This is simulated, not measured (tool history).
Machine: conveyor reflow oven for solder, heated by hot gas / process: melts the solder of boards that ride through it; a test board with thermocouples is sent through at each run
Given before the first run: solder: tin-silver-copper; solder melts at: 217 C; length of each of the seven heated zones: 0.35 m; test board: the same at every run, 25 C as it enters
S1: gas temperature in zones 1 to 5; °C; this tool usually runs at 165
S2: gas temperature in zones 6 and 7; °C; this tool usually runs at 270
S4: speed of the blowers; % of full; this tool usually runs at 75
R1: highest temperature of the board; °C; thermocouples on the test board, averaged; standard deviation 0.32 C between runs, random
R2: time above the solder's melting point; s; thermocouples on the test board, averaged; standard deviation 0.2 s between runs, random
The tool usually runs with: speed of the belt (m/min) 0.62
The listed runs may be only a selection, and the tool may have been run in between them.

{"run": 1, "day": 0.0, "S1": 165, "S2": 270, "speed of the belt (m/min)": 0.62, "S4": 75, "R1": 256.9, "R2": 52.4}
{"run": 2, "day": 0.746, "S1": 165, "S2": 270, "speed of the belt (m/min)": 0.62, "S4": 75, "R1": 256.6, "R2": 52.5}
{"run": 3, "day": 1.867, "S1": 165, "S2": 270, "speed of the belt (m/min)": 0.62, "S4": 75, "R1": 256.2, "R2": 52.5}
{"run": 4, "day": 2.596, "S1": 165, "S2": 270, "speed of the belt (m/min)": 0.62, "S4": 75, "R1": 256.2, "R2": 52.6}
{"run": 5, "day": 3.621, "S1": 165, "S2": 270, "speed of the belt (m/min)": 0.605, "S4": 75, "R1": 256.5, "R2": 53.9}
{"run": 6, "day": 4.596, "S1": 165, "S2": 270, "speed of the belt (m/min)": 0.648, "S4": 75, "R1": 254.4, "R2": 48.9}
{"run": 7, "day": 5.808, "S1": 165, "S2": 270, "speed of the belt (m/min)": 0.719, "S4": 75, "R1": 250.9, "R2": 41}

Run 8 comes next. What will it give?
{"day": 6.071, "done": "flux residue cleaned out of gas plates and filters"}
{"run": 8, "day": 6.617, "S1": 165, "S2": 270, "speed of the belt (m/min)": 0.719, "S4": 75, "R1": "?", "R2": "?"}

Run 8 yielded R1 249.6 °C, R2 40.4 s.
Take away the tool's hidden state, keep the run-to-run variation as it was, and the same run would have given R1 253.1 °C, R2 42.1 s.
